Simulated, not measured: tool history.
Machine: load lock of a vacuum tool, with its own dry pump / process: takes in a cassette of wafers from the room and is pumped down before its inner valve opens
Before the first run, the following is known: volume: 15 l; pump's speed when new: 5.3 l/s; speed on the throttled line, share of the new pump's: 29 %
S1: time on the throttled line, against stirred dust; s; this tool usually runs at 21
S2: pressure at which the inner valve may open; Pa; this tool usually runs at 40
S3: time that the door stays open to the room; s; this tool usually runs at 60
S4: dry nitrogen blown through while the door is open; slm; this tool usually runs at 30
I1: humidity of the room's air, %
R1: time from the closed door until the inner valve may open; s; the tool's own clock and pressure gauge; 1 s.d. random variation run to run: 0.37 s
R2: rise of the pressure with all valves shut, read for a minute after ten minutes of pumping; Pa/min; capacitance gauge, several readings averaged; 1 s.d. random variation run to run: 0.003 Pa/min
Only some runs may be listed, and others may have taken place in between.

| run | day | S1 | S2 | S3 | S4 | I1 | R1 | R2 |
|---|---|---|---|---|---|---|---|---|
| 1 | 0.000 | 21 | 40 | 60 | 30 | 43.5 | 37.3 | 0.083 |
| 2 | 8.433 | 21 | 40 | 60 | 30 | 41.4 | 37.0 | 0.080 |
| 3 | 16.600 | 21 | 40 | 60 | 30 | 44.0 | 37.7 | 0.092 |
| 4 | 23.446 | 21 | 40 | 60 | 4 | 43.4 | 37.2 | 0.121 |
| 5 | 28.775 | 21 | 40 | 60 | 20 | 46.0 | 37.4 | 0.104 |
| 6 | 35.708 | 21 | 40 | 60 | 30 | 46.3 | 37.9 | 0.098 |
| 7 | 41.558 | 21 | 40 | 60 | 30 | 40.6 | 37.9 | 0.091 |
| 8 | 47.904 | 21 | 40 | 60 | 30 | 45.1 | 37.0 | 0.094 |
| 9 | 55.550 | 21 | 40 | 60 | 30 | 44.2 | 37.5 | 0.101 |
| 10 | 64.133 | 21 | 40 | 60 | 30 | 50.4 | 38.4 | 0.111 |
| 11 | 68.279 | 21 | 40 | 60 | 30 | 44.5 | 37.9 | 0.108 |
| 12 | 74.546 | 21 | 40 | 60 | 30 | 41.8 | 38.3 | 0.104 |
| 13 | 80.425 | 21 | 40 | 60 | 30 | 45.3 | 37.5 | 0.112 |
| 14 | 86.996 | 21 | 40 | 60 | 11 | 45.9 | 37.3 | 0.128 |
| 15 | 94.871 | 21 | 40 | 60 | 11 | 42.8 | 38.0 | 0.135 |
| 16 | 103.021 | 21 | 40 | 60 | 16 | 45.9 | 37.9 | 0.134 |
| 17 | 110.088 | 21 | 40 | 60 | 16 | 44.5 | 37.9 | 0.137 |
| 18 | 116.462 | 21 | 40 | 60 | 16 | 46.5 | 37.9 | 0.139 |
| 19 | 123.533 | 21 | 40 | 60 | 16 | 44.1 | 37.9 | 0.143 |
| 20 | 130.925 | 21 | 61 | 60 | 16 | 43.3 | 37.2 | 0.143 |
| 21 | 135.058 | 21 | 55 | 60 | 30 | 43.2 | 37.7 | 0.137 |
| 22 | 139.433 | 21 | 55 | 60 | 30 | 42.7 | 37.2 | 0.135 |
| 23 | 145.850 | 21 | 46 | 34 | 30 | 44.8 | 37.4 | 0.142 |
| 24 | 154.350 | 21 | 46 | 34 | 30 | 46.0 | 37.8 | 0.138 |
| 25 | 159.150 | 13 | 35 | 192 | 30 | 47.6 | 33.7 | 0.174 |
| 26 | 164.621 | 13 | 35 | 192 | 30 | 42.9 | 33.3 | 0.169 |
| 27 | 169.221 | 21 | 40 | 85 | 42 | 42.5 | 37.6 | 0.151 |
| 28 | 176.579 | 11 | 77 | 96 | 5 | 42.6 | 30.2 | 0.188 |
| 29 | 181.996 | 18 | 47 | 60 | 30 | 42.2 | 35.9 | 0.155 |
| 30 | 187.371 | 21 | 40 | 60 | 6 | 42.5 | 38.7 | 0.187 |
| 31 | 191.592 | 28 | 42 | 128 | 13 | 46.0 | 44.1 | 0.194 |
| 32 | 200.804 | 24 | 49 | 60 | 30 | 45.8 | 40.3 | 0.171 |
| 33 | 205.500 | 24 | 49 | 60 | 30 | 44.0 | 40.2 | 0.168 |
| 34 | 214.396 | 24 | 49 | 60 | 30 | 46.6 | 40.3 | 0.173 |
| 35 | 218.883 | 24 | 49 | 60 | 30 | 44.6 | 40.0 | 0.182 |
| 36 | 226.954 | 24 | 49 | 60 | 30 | 45.4 | 40.1 | 0.181 |
| 37 | 236.104 | 12 | 40 | 43 | 32 | 43.4 | 32.7 | 0.178 |

Hidden state or all else? Some run-to-run changes of R1, split into what the settings, what came in and random variation would give without the hidden state, and what is left for the hidden state (with any gauge scatter that isn't in both results):
The hidden state here: pump's speed, % of a new pump's; leak at the door's seal, Pa l/s; drift of the gauge itself on ready_s, %; drift of the gauge itself on rise_pa_min, %.
Run 24 -> 25: S1 21 -> 13, S2 46 -> 35, S3 34 -> 192. R1 -4.1 s: hidden state +0.2, all else -4.3.
Run 26 -> 27: S1 13 -> 21, S2 35 -> 40, S3 192 -> 85, S4 30 -> 42. R1 +4.3 s: hidden state -0.2, all else +4.5.
Run 27 -> 28: S1 21 -> 11, S2 40 -> 77, S3 85 -> 96, S4 42 -> 5. R1 -7.4 s: hidden state +0.2, all else -7.6.
Run 28 -> 29: S1 11 -> 18, S2 77 -> 47, S3 96 -> 60, S4 5 -> 30. R1 +5.7 s: hidden state +0.0, all else +5.7.
Run 36 -> 37: S1 24 -> 12, S2 49 -> 40, S3 60 -> 43, S4 30 -> 32. R1 -7.4 s: hidden state +0.5, all else -7.9.
